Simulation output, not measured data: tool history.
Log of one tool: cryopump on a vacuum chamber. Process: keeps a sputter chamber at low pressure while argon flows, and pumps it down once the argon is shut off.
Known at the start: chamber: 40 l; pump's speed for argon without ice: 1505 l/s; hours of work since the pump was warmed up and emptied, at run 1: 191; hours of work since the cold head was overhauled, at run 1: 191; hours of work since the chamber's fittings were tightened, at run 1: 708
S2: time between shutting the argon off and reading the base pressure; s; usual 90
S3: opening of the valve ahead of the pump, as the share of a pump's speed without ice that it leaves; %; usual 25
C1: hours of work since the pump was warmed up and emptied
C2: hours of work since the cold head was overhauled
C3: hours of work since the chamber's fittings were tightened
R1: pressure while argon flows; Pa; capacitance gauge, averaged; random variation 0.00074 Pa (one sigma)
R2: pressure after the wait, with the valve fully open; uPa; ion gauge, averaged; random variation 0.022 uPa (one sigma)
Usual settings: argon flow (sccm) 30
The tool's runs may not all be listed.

run 1 day=0.000 | argon_flow_(sccm)=30 S2=90 S3=25 | C1=191 C2=191 C3=708 | R1=0.1354 R2=1.41
run 2 day=3.212 | argon_flow_(sccm)=30 S2=90 S3=25 | C1=251 C2=251 C3=767 | R1=0.1358 R2=1.43
run 3 day=5.171 | argon_flow_(sccm)=30 S2=90 S3=25 | C1=287 C2=287 C3=803 | R1=0.1361 R2=1.50
run 4 day=7.275 | argon_flow_(sccm)=30 S2=90 S3=25 | C1=325 C2=325 C3=842 | R1=0.1370 R2=1.54
run 5 day=10.417 | argon_flow_(sccm)=30 S2=90 S3=25 | C1=383 C2=383 C3=899 | R1=0.1375 R2=1.62
run 6 day=11.975 | argon_flow_(sccm)=30 S2=90 S3=25 | C1=412 C2=412 C3=928 | R1=0.1359 R2=1.65
run 7 day=13.471 | argon_flow_(sccm)=30 S2=90 S3=25 | C1=439 C2=439 C3=956 | R1=0.1381 R2=1.71
run 8 day=15.796 | argon_flow_(sccm)=30 S2=55 S3=25 | C1=482 C2=482 C3=998 | R1=0.1355 R2=1.99
run 9 day=17.788 | argon_flow_(sccm)=30 S2=55 S3=25 | C1=519 C2=519 C3=1035 | R1=0.1382 R2=2.06
run 10 day=21.225 | argon_flow_(sccm)=30 S2=176 S3=25 | C1=582 C2=582 C3=1098 | R1=0.1387 R2=1.70
run 11 day=22.975 | argon_flow_(sccm)=30 S2=176 S3=25 | C1=614 C2=614 C3=1131 | R1=0.1389 R2=1.80
run 12 day=24.871 | argon_flow_(sccm)=30 S2=176 S3=25 | C1=649 C2=649 C3=1166 | R1=0.1390 R2=1.81
run 13 day=28.183 | argon_flow_(sccm)=30 S2=176 S3=25 | C1=710 C2=710 C3=1227 | R1=0.1380 R2=1.93
run 14 day=29.908 | argon_flow_(sccm)=30 S2=176 S3=25 | C1=742 C2=742 C3=1258 | R1=0.1396 R2=1.97
run 15 day=32.217 | argon_flow_(sccm)=15 S2=181 S3=25 | C1=785 C2=785 C3=1301 | R1=0.0696 R2=2.05
run 16 day=34.817 | argon_flow_(sccm)=15 S2=181 S3=25 | C1=832 C2=832 C3=1349 | R1=0.0705 R2=2.12
run 17 day=36.271 | argon_flow_(sccm)=15 S2=181 S3=25 | C1=859 C2=859 C3=1375 | R1=0.0706 R2=2.14
run 18 day=37.729 | argon_flow_(sccm)=17 S2=227 S3=25 | C1=886 C2=886 C3=1402 | R1=0.0788 R2=2.09
-- day=38.983 pump warmed up, emptied and cooled again
run 19 day=40.479 | argon_flow_(sccm)=17 S2=227 S3=25 | C1=27 C2=933 C3=1449 | R1=0.0768 R2=1.93
run 20 day=43.258 | argon_flow_(sccm)=17 S2=227 S3=25 | C1=79 C2=984 C3=1500 | R1=0.0756 R2=2.02
run 21 day=45.429 | argon_flow_(sccm)=17 S2=227 S3=25 | C1=119 C2=1024 C3=1540 | R1=0.0770 R2=2.11
run 22 day=48.867 | argon_flow_(sccm)=37 S2=49 S3=25 | C1=182 C2=1087 C3=1604 | R1=0.1677 R2=2.71
run 23 day=51.125 | argon_flow_(sccm)=30 S2=71 S3=25 | C1=223 C2=1129 C3=1645 | R1=0.1364 R2=2.52
run 24 day=53.508 | argon_flow_(sccm)=30 S2=79 S3=42 | C1=267 C2=1173 C3=1689 | R1=0.0824 R2=2.61
run 25 day=56.204 | argon_flow_(sccm)=15 S2=79 S3=59 | C1=317 C2=1222 C3=1739 | R1=0.0296 R2=2.63

Forecast each of these 5 alternatives for the next run:
-- day=57.738 leaking fittings of the chamber tightened, without venting
run A day=58.621 | argon_flow_(sccm)=15 S2=79 S3=34 | C1=360 C2=1265 C3=16 | R1=? R2=?
-- day=57.738 leaking fittings of the chamber tightened, without venting
run B day=58.621 | argon_flow_(sccm)=24 S2=73 S3=45 | C1=360 C2=1265 C3=16 | R1=? R2=?
-- day=57.738 leaking fittings of the chamber tightened, without venting
run C day=58.621 | argon_flow_(sccm)=13 S2=25 S3=33 | C1=360 C2=1265 C3=16 | R1=? R2=?
-- day=57.738 leaking fittings of the chamber tightened, without venting
run D day=58.621 | argon_flow_(sccm)=30 S2=208 S3=25 | C1=360 C2=1265 C3=16 | R1=? R2=?
-- day=57.738 leaking fittings of the chamber tightened, without venting
run E day=58.621 | argon_flow_(sccm)=12 S2=240 S3=19 | C1=360 C2=1265 C3=16 | R1=? R2=?

run=A R1=0.0497 R2=0.70
run=B R1=0.0617 R2=0.74
run=C R1=0.0456 R2=1.63
run=D R1=0.1364 R2=0.46
run=E R1=0.0722 R2=0.44
Without the tool's hidden state the same runs would have given:
run=A R1=0.0486 R2=0.61
run=B R1=0.0599 R2=0.65
run=C R1=0.0447 R2=1.54
run=D R1=0.1342 R2=0.37
run=E R1=0.0714 R2=0.35
